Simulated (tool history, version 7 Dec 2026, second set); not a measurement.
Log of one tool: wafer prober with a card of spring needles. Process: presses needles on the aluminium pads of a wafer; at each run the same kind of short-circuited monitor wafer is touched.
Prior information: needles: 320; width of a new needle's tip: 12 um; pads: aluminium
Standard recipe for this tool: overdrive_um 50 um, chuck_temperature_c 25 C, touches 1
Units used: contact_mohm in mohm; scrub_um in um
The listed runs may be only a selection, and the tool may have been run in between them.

run 1 hour=0.0 | overdrive_um=50 chuck_temperature_c=25 touches=1 | contact_mohm=138 scrub_um=10.57
-- hour=8.1 tips cleaned on abrasive film
-- hour=18.3 tips cleaned on abrasive film
-- hour=28.4 tips cleaned on abrasive film
-- hour=36.6 tips cleaned on abrasive film
-- hour=44.7 tips cleaned on abrasive film
-- hour=54.9 tips cleaned on abrasive film
-- hour=65.0 tips cleaned on abrasive film
-- hour=73.1 tips cleaned on abrasive film
run 2 hour=78.0 | overdrive_um=50 chuck_temperature_c=25 touches=1 | contact_mohm=140 scrub_um=10.54
-- hour=82.1 tips cleaned on abrasive film
-- hour=92.2 tips cleaned on abrasive film
-- hour=100.4 tips cleaned on abrasive film
-- hour=110.5 tips cleaned on abrasive film
-- hour=120.7 tips cleaned on abrasive film
-- hour=128.8 tips cleaned on abrasive film
-- hour=139.0 tips cleaned on abrasive film
-- hour=147.1 tips cleaned on abrasive film
-- hour=157.2 tips cleaned on abrasive film
-- hour=167.4 tips cleaned on abrasive film
run 3 hour=174.9 | overdrive_um=46 chuck_temperature_c=25 touches=1 | contact_mohm=141 scrub_um=9.75
-- hour=177.0 tips cleaned on abrasive film
-- hour=185.1 tips cleaned on abrasive film
-- hour=195.3 tips cleaned on abrasive film
-- hour=203.4 tips cleaned on abrasive film
-- hour=213.5 tips cleaned on abrasive film
-- hour=221.7 tips cleaned on abrasive film
-- hour=229.8 tips cleaned on abrasive film
run 4 hour=235.2 | overdrive_um=46 chuck_temperature_c=25 touches=1 | contact_mohm=141 scrub_um=9.69
-- hour=239.3 tips cleaned on abrasive film
-- hour=247.5 tips cleaned on abrasive film
-- hour=255.6 tips cleaned on abrasive film
-- hour=265.8 tips cleaned on abrasive film
-- hour=273.9 tips cleaned on abrasive film
-- hour=278.2 height of the first contact set anew
-- hour=284.3 tips cleaned on abrasive film
-- hour=294.5 tips cleaned on abrasive film
-- hour=304.6 tips cleaned on abrasive film
run 5 hour=310.5 | overdrive_um=46 chuck_temperature_c=25 touches=1 | contact_mohm=142 scrub_um=9.72
-- hour=314.6 tips cleaned on abrasive film
-- hour=324.8 tips cleaned on abrasive film
-- hour=334.9 tips cleaned on abrasive film
-- hour=343.1 tips cleaned on abrasive film
-- hour=353.2 tips cleaned on abrasive film
-- hour=363.4 tips cleaned on abrasive film
-- hour=373.5 tips cleaned on abrasive film
-- hour=383.7 tips cleaned on abrasive film
-- hour=393.8 tips cleaned on abrasive film
-- hour=401.9 tips cleaned on abrasive film
run 6 hour=407.6 | overdrive_um=46 chuck_temperature_c=25 touches=1 | contact_mohm=141 scrub_um=9.72
-- hour=411.7 tips cleaned on abrasive film
-- hour=421.9 tips cleaned on abrasive film
-- hour=432.0 tips cleaned on abrasive film
-- hour=440.2 tips cleaned on abrasive film
-- hour=450.3 tips cleaned on abrasive film
-- hour=458.5 tips cleaned on abrasive film
-- hour=468.6 tips cleaned on abrasive film
-- hour=476.8 tips cleaned on abrasive film
-- hour=486.9 tips cleaned on abrasive film
run 7 hour=492.7 | overdrive_um=50 chuck_temperature_c=25 touches=1 | contact_mohm=138 scrub_um=10.61
-- hour=496.8 tips cleaned on abrasive film
-- hour=507.0 tips cleaned on abrasive film
-- hour=517.1 tips cleaned on abrasive film
-- hour=527.3 tips cleaned on abrasive film
-- hour=535.4 tips cleaned on abrasive film
-- hour=543.5 tips cleaned on abrasive film
-- hour=551.7 tips cleaned on abrasive film
run 8 hour=559.2 | overdrive_um=34 chuck_temperature_c=25 touches=1 | contact_mohm=144 scrub_um=7.27
-- hour=561.3 tips cleaned on abrasive film
-- hour=569.5 tips cleaned on abrasive film
-- hour=579.6 tips cleaned on abrasive film
-- hour=589.8 tips cleaned on abrasive film
-- hour=597.9 tips cleaned on abrasive film
-- hour=606.0 tips cleaned on abrasive film
-- hour=612.4 height of the first contact set anew
-- hour=616.5 tips cleaned on abrasive film
-- hour=624.6 tips cleaned on abrasive film
run 9 hour=625.8 | overdrive_um=34 chuck_temperature_c=25 touches=1 | contact_mohm=144 scrub_um=7.21
-- hour=633.9 tips cleaned on abrasive film
-- hour=644.1 tips cleaned on abrasive film
-- hour=654.2 tips cleaned on abrasive film
-- hour=662.4 tips cleaned on abrasive film
-- hour=670.5 tips cleaned on abrasive film
-- hour=680.7 tips cleaned on abrasive film
-- hour=690.8 tips cleaned on abrasive film
-- hour=701.0 tips cleaned on abrasive film
run 10 hour=706.6 | overdrive_um=34 chuck_temperature_c=25 touches=1 | contact_mohm=145 scrub_um=7.18
-- hour=710.7 tips cleaned on abrasive film
-- hour=718.8 tips cleaned on abrasive film
-- hour=727.0 tips cleaned on abrasive film
-- hour=737.1 tips cleaned on abrasive film
-- hour=745.3 tips cleaned on abrasive film
-- hour=753.4 tips cleaned on abrasive film
-- hour=763.6 tips cleaned on abrasive film
-- hour=771.7 tips cleaned on abrasive film
-- hour=779.8 tips cleaned on abrasive film
run 11 hour=786.4 | overdrive_um=34 chuck_temperature_c=25 touches=1 | contact_mohm=147 scrub_um=7.18
-- hour=788.5 tips cleaned on abrasive film
-- hour=796.7 tips cleaned on abrasive film
-- hour=804.8 tips cleaned on abrasive film
-- hour=815.0 tips cleaned on abrasive film
-- hour=825.1 tips cleaned on abrasive film
-- hour=835.3 tips cleaned on abrasive film
-- hour=843.4 tips cleaned on abrasive film
-- hour=851.5 tips cleaned on abrasive film
run 12 hour=854.1 | overdrive_um=34 chuck_temperature_c=25 touches=1 | contact_mohm=145 scrub_um=7.18
-- hour=860.2 tips cleaned on abrasive film
-- hour=868.4 tips cleaned on abrasive film
-- hour=876.5 tips cleaned on abrasive film
-- hour=884.7 tips cleaned on abrasive film
-- hour=894.8 tips cleaned on abrasive film
-- hour=903.0 tips cleaned on abrasive film
-- hour=913.1 tips cleaned on abrasive film
run 13 hour=917.3 | overdrive_um=34 chuck_temperature_c=32 touches=1 | contact_mohm=145 scrub_um=7.18
-- hour=921.4 tips cleaned on abrasive film
-- hour=929.6 tips cleaned on abrasive film
-- hour=937.7 tips cleaned on abrasive film
-- hour=945.9 tips cleaned on abrasive film
-- hour=948.2 height of the first contact set anew
-- hour=956.3 tips cleaned on abrasive film
-- hour=964.4 tips cleaned on abrasive film
-- hour=972.6 tips cleaned on abrasive film
-- hour=982.7 tips cleaned on abrasive film
-- hour=990.9 tips cleaned on abrasive film
run 14 hour=996.1 | overdrive_um=50 chuck_temperature_c=25 touches=2 | contact_mohm=142 scrub_um=10.46
-- hour=1000.2 tips cleaned on abrasive film
-- hour=1010.3 tips cleaned on abrasive film
-- hour=1020.5 tips cleaned on abrasive film
-- hour=1028.6 tips cleaned on abrasive film
-- hour=1038.8 tips cleaned on abrasive film
-- hour=1048.9 tips cleaned on abrasive film
-- hour=1059.1 tips cleaned on abrasive film
-- hour=1067.2 tips cleaned on abrasive film
-- hour=1075.3 tips cleaned on abrasive film
run 15 hour=1076.1 | overdrive_um=64 chuck_temperature_c=39 touches=2 | contact_mohm=140 scrub_um=13.54
-- hour=1084.2 tips cleaned on abrasive film
-- hour=1094.4 tips cleaned on abrasive film
-- hour=1102.5 tips cleaned on abrasive film
-- hour=1112.6 tips cleaned on abrasive film
-- hour=1122.8 tips cleaned on abrasive film
-- hour=1130.9 tips cleaned on abrasive film
-- hour=1141.1 tips cleaned on abrasive film
run 16 hour=1144.9 | overdrive_um=64 chuck_temperature_c=39 touches=2 | contact_mohm=140 scrub_um=13.51
-- hour=1151.0 tips cleaned on abrasive film
-- hour=1161.2 tips cleaned on abrasive film
-- hour=1171.3 tips cleaned on abrasive film
-- hour=1179.4 tips cleaned on abrasive film
-- hour=1187.6 tips cleaned on abrasive film
-- hour=1195.7 tips cleaned on abrasive film
-- hour=1205.9 tips cleaned on abrasive film
-- hour=1214.0 tips cleaned on abrasive film
run 17 hour=1217.9 | overdrive_um=64 chuck_temperature_c=39 touches=2 | contact_mohm=139 scrub_um=13.50
-- hour=1224.0 tips cleaned on abrasive film
-- hour=1232.1 tips cleaned on abrasive film
-- hour=1240.3 tips cleaned on abrasive film
-- hour=1250.4 tips cleaned on abrasive film
-- hour=1260.6 tips cleaned on abrasive film
run 18 hour=1263.2 | overdrive_um=32 chuck_temperature_c=119 touches=1 | contact_mohm=163 scrub_um=6.74
-- hour=1269.3 tips cleaned on abrasive film
-- hour=1277.5 tips cleaned on abrasive film
-- hour=1283.8 height of the first contact set anew
-- hour=1287.9 tips cleaned on abrasive film
-- hour=1296.1 tips cleaned on abrasive film
-- hour=1304.2 tips cleaned on abrasive film
-- hour=1314.3 tips cleaned on abrasive film
-- hour=1324.5 tips cleaned on abrasive film
-- hour=1332.6 tips cleaned on abrasive film
run 19 hour=1333.4 | overdrive_um=61 chuck_temperature_c=25 touches=1 | contact_mohm=141 scrub_um=12.96
-- hour=1341.5 tips cleaned on abrasive film
-- hour=1351.7 tips cleaned on abrasive film
-- hour=1361.8 tips cleaned on abrasive film
-- hour=1372.0 tips cleaned on abrasive film
-- hour=1382.1 tips cleaned on abrasive film
-- hour=1392.3 tips cleaned on abrasive film
-- hour=1400.4 tips cleaned on abrasive film
-- hour=1410.5 tips cleaned on abrasive film
-- hour=1418.7 tips cleaned on abrasive film
-- hour=1426.8 tips cleaned on abrasive film
run 20 hour=1427.9 | overdrive_um=61 chuck_temperature_c=25 touches=1 | contact_mohm=141 scrub_um=12.97

Forecast each of these 3 alternatives for the next run:
-- hour=1436.0 tips cleaned on abrasive film
-- hour=1446.2 tips cleaned on abrasive film
-- hour=1454.3 tips cleaned on abrasive film
-- hour=1464.5 tips cleaned on abrasive film
-- hour=1474.6 tips cleaned on abrasive film
-- hour=1484.8 tips cleaned on abrasive film
-- hour=1494.9 tips cleaned on abrasive film
run A hour=1497.4 | overdrive_um=62 chuck_temperature_c=32 touches=1 | contact_mohm=? scrub_um=?
-- hour=1436.0 tips cleaned on abrasive film
-- hour=1446.2 tips cleaned on abrasive film
-- hour=1454.3 tips cleaned on abrasive film
-- hour=1464.5 tips cleaned on abrasive film
-- hour=1474.6 tips cleaned on abrasive film
-- hour=1484.8 tips cleaned on abrasive film
-- hour=1494.9 tips cleaned on abrasive film
run B hour=1497.4 | overdrive_um=30 chuck_temperature_c=33 touches=2 | contact_mohm=? scrub_um=?
-- hour=1436.0 tips cleaned on abrasive film
-- hour=1446.2 tips cleaned on abrasive film
-- hour=1454.3 tips cleaned on abrasive film
-- hour=1464.5 tips cleaned on abrasive film
-- hour=1474.6 tips cleaned on abrasive film
-- hour=1484.8 tips cleaned on abrasive film
-- hour=1494.9 tips cleaned on abrasive film
run C hour=1497.4 | overdrive_um=43 chuck_temperature_c=25 touches=1 | contact_mohm=? scrub_um=?

run=A contact_mohm=140 scrub_um=13.11
run=B contact_mohm=149 scrub_um=6.35
run=C contact_mohm=142 scrub_um=9.09
With no hidden state in the tool, these same runs would have given:
run=A contact_mohm=140 scrub_um=13.12
run=B contact_mohm=149 scrub_um=6.36
run=C contact_mohm=141 scrub_um=9.09
